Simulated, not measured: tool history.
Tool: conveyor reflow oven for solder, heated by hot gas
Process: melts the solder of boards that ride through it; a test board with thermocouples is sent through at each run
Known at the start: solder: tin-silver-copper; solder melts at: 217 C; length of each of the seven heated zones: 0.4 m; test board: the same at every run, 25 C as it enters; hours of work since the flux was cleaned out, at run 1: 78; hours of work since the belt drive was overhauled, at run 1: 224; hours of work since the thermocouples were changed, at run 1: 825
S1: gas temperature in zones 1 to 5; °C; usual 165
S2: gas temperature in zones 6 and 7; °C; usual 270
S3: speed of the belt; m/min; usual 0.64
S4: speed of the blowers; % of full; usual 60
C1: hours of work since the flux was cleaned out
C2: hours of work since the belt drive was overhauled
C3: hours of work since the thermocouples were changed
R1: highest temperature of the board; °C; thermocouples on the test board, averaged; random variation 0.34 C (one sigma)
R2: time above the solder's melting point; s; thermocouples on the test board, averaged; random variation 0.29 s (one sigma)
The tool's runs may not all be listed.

Run 1, hour 0: usual settings; C1 78; C2 224; C3 825. Result: R1 253.3 °C, R2 55.1 s.
Run 2, hour 4.9: usual settings; C1 82; C2 228; C3 829. Result: R1 252.9 °C, R2 54.8 s.
Run 3, hour 12.1: usual settings but S3 0.515 m/min; C1 88; C2 233; C3 834. Result: R1 258.9 °C, R2 75 s.
Run 4, hour 18.3: usual settings but S3 0.515 m/min; C1 92; C2 238; C3 839. Result: R1 259.6 °C, R2 75.3 s.
Run 5, hour 27.2: usual settings but S3 0.515 m/min; C1 100; C2 245; C3 846. Result: R1 258.8 °C, R2 75.2 s.
Run 6, hour 34.1: usual settings but S3 0.515 m/min; C1 105; C2 251; C3 852. Result: R1 259.1 °C, R2 74.7 s.
Run 7, hour 40.9: usual settings but S3 0.515 m/min; C1 110; C2 256; C3 857. Result: R1 259.1 °C, R2 74.8 s.
Run 8, hour 46.3: usual settings but S3 0.515 m/min, S4 83 % of full; C1 115; C2 260; C3 862. Result: R1 261.4 °C, R2 77.3 s.
Run 9, hour 54.2: usual settings but S2 285 °C, S3 0.515 m/min, S4 83 % of full; C1 121; C2 267; C3 868. Result: R1 275.7 °C, R2 83.5 s.
Run 10, hour 60.3: usual settings but S2 285 °C, S3 0.573 m/min, S4 83 % of full; C1 126; C2 272; C3 873. Result: R1 273.4 °C, R2 73.4 s.
Run 11, hour 69.1: usual settings but S2 285 °C, S3 0.613 m/min, S4 83 % of full; C1 133; C2 279; C3 880. Result: R1 271.4 °C, R2 68 s.
Run 12, hour 74.1: usual settings but S4 84 % of full; C1 137; C2 283; C3 884. Result: R1 256.8 °C, R2 57.9 s.
Run 13, hour 82.3: usual settings but S4 84 % of full; C1 143; C2 289; C3 890. Result: R1 256.1 °C, R2 57.3 s.
Run 14, hour 88.6: usual settings but S4 84 % of full; C1 148; C2 294; C3 895. Result: R1 255.8 °C, R2 57.4 s.
Run 15, hour 93.5: usual settings but S4 84 % of full; C1 152; C2 298; C3 899. Result: R1 256.2 °C, R2 57.5 s.
Run 16, hour 97.8: usual settings but S4 84 % of full; C1 156; C2 301; C3 903. Result: R1 256.1 °C, R2 57.3 s.
Run 17, hour 105.5: usual settings but S3 0.531 m/min; C1 162; C2 307; C3 909. Result: R1 257.7 °C, R2 71.4 s.
Run 18, hour 111.7: usual settings but S3 0.531 m/min; C1 167; C2 312; C3 914. Result: R1 257.8 °C, R2 70.8 s.
Run 19, hour 117.4: usual settings but S3 0.531 m/min; C1 171; C2 317; C3 918. Result: R1 257.2 °C, R2 71.5 s.
Run 20, hour 125.1: usual settings but S2 276 °C, S3 0.609 m/min; C1 177; C2 323; C3 924. Result: R1 259.1 °C, R2 62 s.
At hour 129.7: belt drive overhauled, speed set with a stopwatch.
Run 21, hour 134.5: usual settings but S2 276 °C, S3 0.609 m/min; C1 182; C2 4; C3 929. Result: R1 259.3 °C, R2 62.7 s.
Run 22, hour 141.9: usual settings but S2 276 °C, S3 0.609 m/min; C1 188; C2 10; C3 935. Result: R1 259.1 °C, R2 62.1 s.
Run 23, hour 149.4: usual settings but S1 176 °C, S2 278 °C, S3 0.539 m/min, S4 52 % of full; C1 194; C2 16; C3 940. Result: R1 264.7 °C, R2 77.8 s.
Run 24, hour 154.6: usual settings but S1 167 °C, S2 279 °C, S3 0.539 m/min, S4 52 % of full; C1 198; C2 20; C3 945. Result: R1 265.2 °C, R2 74.8 s.
Run 25, hour 160.3: usual settings but S1 150 °C, S2 267 °C, S3 0.656 m/min; C1 202; C2 24; C3 949. Result: R1 246 °C, R2 43.9 s.
Run 26, hour 166.6: usual settings but S1 150 °C, S2 267 °C, S3 0.656 m/min; C1 207; C2 29; C3 954. Result: R1 246.1 °C, R2 43.8 s.
Run 27, hour 171.7: usual settings but S1 150 °C, S2 267 °C, S3 0.656 m/min; C1 211; C2 33; C3 958. Result: R1 246.5 °C, R2 43.5 s.
At hour 180.1: belt drive overhauled, speed set with a stopwatch, once more.
Run 28, hour 182.5: usual settings but S1 150 °C, S2 267 °C, S3 0.656 m/min; C1 217; C2 2; C3 964. Result: R1 245.9 °C, R2 43.4 s.
Run 29, hour 187.4: usual settings but S1 164 °C, S2 259 °C, S4 72 % of full; C1 221; C2 6; C3 968. Result: R1 243.6 °C, R2 47.6 s.
Run 30, hour 194.7: usual settings but S1 171 °C, S2 278 °C, S3 0.53 m/min, S4 57 % of full; C1 226; C2 12; C3 973. Result: R1 265 °C, R2 77.2 s.

Some steps in R1 between neighbouring runs. How much of each would the tool show without its hidden state too (settings, what came in, random variation), and how much is left for the hidden state, with any gauge scatter that isn't in both results?
The hidden state here: heat that the gas passes to the board, % of a clean oven's; belt's true speed, % of the reading; true gas temperature in zones 6 and 7 over the reading, C; drift of the gauge itself on peak_c, C; drift of the gauge itself on liquid_s, %.
Run 11 -> 12: S2 285 -> 270, S3 0.613 -> 0.64, S4 83 -> 84. R1 -14.6 °C: hidden state +0.1, all else -14.7.
Run 16 -> 17: S3 0.64 -> 0.531, S4 84 -> 60. R1 +1.6 °C: hidden state +0.4, all else +1.2.
Run 19 -> 20: S2 270 -> 276, S3 0.531 -> 0.609. R1 +1.9 °C: hidden state -0.4, all else +2.3.
Run 24 -> 25: S1 167 -> 150, S2 279 -> 267, S3 0.539 -> 0.656, S4 52 -> 60. R1 -19.2 °C: hidden state -0.6, all else -18.6.
Run 29 -> 30: S1 164 -> 171, S2 259 -> 278, S3 0.64 -> 0.53, S4 72 -> 57. R1 +21.4 °C: hidden state +0.3, all else +21.1.
